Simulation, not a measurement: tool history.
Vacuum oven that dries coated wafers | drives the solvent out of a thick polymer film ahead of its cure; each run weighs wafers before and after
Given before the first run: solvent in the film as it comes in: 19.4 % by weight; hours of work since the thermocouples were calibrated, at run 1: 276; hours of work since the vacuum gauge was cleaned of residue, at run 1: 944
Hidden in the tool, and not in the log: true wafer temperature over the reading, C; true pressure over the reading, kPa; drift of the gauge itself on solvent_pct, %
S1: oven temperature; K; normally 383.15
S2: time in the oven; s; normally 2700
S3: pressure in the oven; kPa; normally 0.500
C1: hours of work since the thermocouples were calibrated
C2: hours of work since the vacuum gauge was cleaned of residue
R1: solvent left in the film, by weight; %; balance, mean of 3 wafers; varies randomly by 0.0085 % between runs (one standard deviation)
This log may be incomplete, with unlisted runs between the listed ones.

run 1 hour=0.0 | S1=383.15 S2=2700 S3=0.500 | C1=276 C2=944 | R1=1.013
run 2 hour=109.4 | S1=383.15 S2=2700 S3=0.500 | C1=350 C2=1017 | R1=1.000
run 3 hour=211.6 | S1=383.15 S2=2700 S3=0.500 | C1=419 C2=1086 | R1=1.001
run 4 hour=313.3 | S1=383.15 S2=2700 S3=0.500 | C1=487 C2=1154 | R1=0.990
run 5 hour=423.1 | S1=383.15 S2=2700 S3=1.062 | C1=561 C2=1228 | R1=1.175
run 6 hour=501.6 | S1=383.15 S2=2700 S3=0.500 | C1=613 C2=1281 | R1=0.992
run 7 hour=573.4 | S1=383.15 S2=2700 S3=0.500 | C1=662 C2=1329 | R1=0.989
run 8 hour=674.6 | S1=383.15 S2=2700 S3=0.500 | C1=729 C2=1397 | R1=0.967
run 9 hour=782.1 | S1=383.15 S2=2700 S3=0.500 | C1=802 C2=1469 | R1=0.973
run 10 hour=901.5 | S1=383.15 S2=2700 S3=0.500 | C1=882 C2=1549 | R1=0.962
run 11 hour=1018.7 | S1=383.15 S2=2700 S3=0.500 | C1=961 C2=1628 | R1=0.984
run 12 hour=1117.1 | S1=383.15 S2=2700 S3=0.500 | C1=1027 C2=1694 | R1=0.949
run 13 hour=1168.9 | S1=383.15 S2=2700 S3=0.500 | C1=1061 C2=1729 | R1=0.960
run 14 hour=1230.0 | S1=383.15 S2=2700 S3=0.500 | C1=1102 C2=1770 | R1=0.943
run 15 hour=1288.0 | S1=391.15 S2=2700 S3=0.500 | C1=1141 C2=1809 | R1=0.400
run 16 hour=1362.1 | S1=390.15 S2=2700 S3=0.500 | C1=1191 C2=1859 | R1=0.425
-- hour=1454.1 oven's thermocouples calibrated
run 17 hour=1454.9 | S1=383.15 S2=2700 S3=0.500 | C1=1 C2=1920 | R1=1.163
run 18 hour=1568.8 | S1=383.15 S2=2700 S3=0.500 | C1=77 C2=1996 | R1=1.141
run 19 hour=1651.5 | S1=383.15 S2=1920 S3=0.500 | C1=133 C2=2052 | R1=2.189
run 20 hour=1768.5 | S1=383.15 S2=2640 S3=0.500 | C1=211 C2=2130 | R1=1.172
run 21 hour=1841.2 | S1=389.15 S2=1500 S3=1.037 | C1=260 C2=2179 | R1=1.992
run 22 hour=1947.9 | S1=373.15 S2=3960 S3=0.567 | C1=332 C2=2251 | R1=1.711
run 23 hour=2064.5 | S1=381.15 S2=3780 S3=1.346 | C1=410 C2=2329 | R1=1.057
run 24 hour=2145.5 | S1=382.15 S2=2400 S3=0.458 | C1=464 C2=2383 | R1=1.530
run 25 hour=2269.0 | S1=393.15 S2=1440 S3=0.268 | C1=547 C2=2466 | R1=1.229
run 26 hour=2332.1 | S1=393.15 S2=1440 S3=0.268 | C1=590 C2=2509 | R1=1.229
run 27 hour=2388.6 | S1=393.15 S2=1440 S3=0.268 | C1=627 C2=2547 | R1=1.210
run 28 hour=2515.1 | S1=382.15 S2=2700 S3=0.959 | C1=712 C2=2632 | R1=1.378
run 29 hour=2583.3 | S1=396.15 S2=2040 S3=0.442 | C1=758 C2=2677 | R1=0.432
run 30 hour=2703.6 | S1=383.15 S2=2700 S3=0.500 | C1=839 C2=2758 | R1=1.114
run 31 hour=2818.1 | S1=378.15 S2=1800 S3=0.512 | C1=916 C2=2835 | R1=3.539
run 32 hour=2914.8 | S1=390.15 S2=4440 S3=1.394 | C1=981 C2=2900 | R1=0.586
run 33 hour=2975.4 | S1=390.15 S2=4440 S3=1.394 | C1=1022 C2=2941 | R1=0.610
run 34 hour=3056.3 | S1=369.15 S2=2460 S3=1.319 | C1=1076 C2=2995 | R1=4.928
run 35 hour=3111.8 | S1=392.15 S2=3960 S3=0.647 | C1=1113 C2=3032 | R1=0.404
run 36 hour=3184.8 | S1=397.15 S2=4020 S3=0.500 | C1=1162 C2=3081 | R1=0.324
-- hour=3195.8 vacuum gauge cleaned of residue and calibrated
run 37 hour=3303.9 | S1=397.15 S2=4020 S3=0.500 | C1=1241 C2=73 | R1=0.094
-- hour=3328.9 oven's thermocouples calibrated
run 38 hour=3417.2 | S1=394.15 S2=4800 S3=0.500 | C1=59 C2=147 | R1=0.123
run 39 hour=3525.5 | S1=394.15 S2=4800 S3=0.500 | C1=132 C2=220 | R1=0.134
run 40 hour=3626.3 | S1=383.15 S2=2700 S3=0.274 | C1=200 C2=288 | R1=0.857

Difference, measured minus no-hidden-state, one row per run. Run-to-run variation is common to both terms; the gauge's own scatter need not be:
run=1 R1=+0.061
run=2 R1=+0.057
run=3 R1=+0.053
run=4 R1=+0.048
run=5 R1=+0.042
run=6 R1=+0.043
run=7 R1=+0.039
run=8 R1=+0.035
run=9 R1=+0.030
run=10 R1=+0.027
run=11 R1=+0.024
run=12 R1=+0.020
run=13 R1=+0.019
run=14 R1=+0.017
run=15 R1=+0.090
run=16 R1=+0.086
run=17 R1=+0.199
run=18 R1=+0.195
run=19 R1=+0.165
run=20 R1=+0.183
run=21 R1=+0.112
run=22 R1=+0.245
run=23 R1=+0.217
run=24 R1=+0.146
run=25 R1=+0.078
run=26 R1=+0.074
run=27 R1=+0.070
run=28 R1=+0.148
run=29 R1=+0.142
run=30 R1=+0.151
run=31 R1=-0.029
run=32 R1=+0.218
run=33 R1=+0.221
run=34 R1=-0.036
run=35 R1=+0.220
run=36 R1=+0.195
run=37 R1=-0.003
run=38 R1=+0.010
run=39 R1=+0.014
run=40 R1=-0.006
